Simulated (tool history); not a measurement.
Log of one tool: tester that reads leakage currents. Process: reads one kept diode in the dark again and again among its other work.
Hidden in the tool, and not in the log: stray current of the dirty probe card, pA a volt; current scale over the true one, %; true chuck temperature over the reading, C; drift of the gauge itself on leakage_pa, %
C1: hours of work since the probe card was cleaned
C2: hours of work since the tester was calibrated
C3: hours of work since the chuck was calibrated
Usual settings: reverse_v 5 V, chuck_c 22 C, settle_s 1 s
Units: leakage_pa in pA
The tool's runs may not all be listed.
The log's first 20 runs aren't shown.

Run 21, hour 542.3: usual settings but reverse_v 5.17 V, chuck_c 51 C, settle_s 7.05 s; C1 1333; C2 966; C3 1027. Result: leakage_pa 351.25 pA.
Run 22, hour 567.5: usual settings but reverse_v 13.59 V, settle_s 2.16 s; C1 1347; C2 981; C3 1042. Result: leakage_pa 64.2 pA.
Run 23, hour 596: usual settings but reverse_v 13.59 V, chuck_c 29 C, settle_s 6.81 s; C1 1363; C2 997; C3 1058. Result: leakage_pa 105.54 pA.
Run 24, hour 618.8: usual settings but reverse_v 13.59 V, chuck_c 29 C, settle_s 6.81 s; C1 1376; C2 1010; C3 1071. Result: leakage_pa 105.95 pA.
Run 25, hour 650.5: usual settings but reverse_v 13.59 V, chuck_c 29 C, settle_s 6.81 s; C1 1394; C2 1028; C3 1089. Result: leakage_pa 106.11 pA.
Run 26, hour 687.7: usual settings but reverse_v 2.3 V, chuck_c 24 C, settle_s 0.63 s; C1 1416; C2 1049; C3 1110. Result: leakage_pa 28.69 pA.
Run 27, hour 709.8: usual settings but reverse_v 2.87 V, chuck_c 25 C, settle_s 1.04 s; C1 1428; C2 1062; C3 1123. Result: leakage_pa 34.53 pA.
Run 28, hour 743.5: usual settings but reverse_v 7.95 V, chuck_c 29 C, settle_s 1.04 s; C1 1448; C2 1081; C3 1142. Result: leakage_pa 80.52 pA.
Run 29, hour 781.6: usual settings but reverse_v 5.14 V, chuck_c 59 C; C1 1469; C2 1103; C3 1164. Result: leakage_pa 621.12 pA.
Run 30, hour 798.7: usual settings but reverse_v 8.99 V, chuck_c 53 C, settle_s 3.29 s; C1 1479; C2 1113; C3 1174. Result: leakage_pa 527.51 pA.
Run 31, hour 819.3: usual settings but reverse_v 8.99 V, chuck_c 23 C, settle_s 1.14 s; C1 1491; C2 1125; C3 1186. Result: leakage_pa 55.31 pA.

3 ways to go on from here, each from the tool as it stands after run 31. What would each give?
Run A, hour 855.7: usual settings but reverse_v 1.58 V; C1 1512; C2 1145; C3 1206. Result: leakage_pa ?.
Run B, hour 855.7: usual settings but reverse_v 16.6 V, chuck_c 26 C; C1 1512; C2 1145; C3 1206. Result: leakage_pa ?.
Run C, hour 855.7: usual settings but reverse_v 1.04 V, chuck_c 23 C, settle_s 0.38 s; C1 1512; C2 1145; C3 1206. Result: leakage_pa ?.

run  leakage_pa
  A       20.01
  B       97.52
  C       17.61
Without the tool's hidden state the same runs would have given:
run  leakage_pa
  A       18.54
  B        79.6
  C       16.74
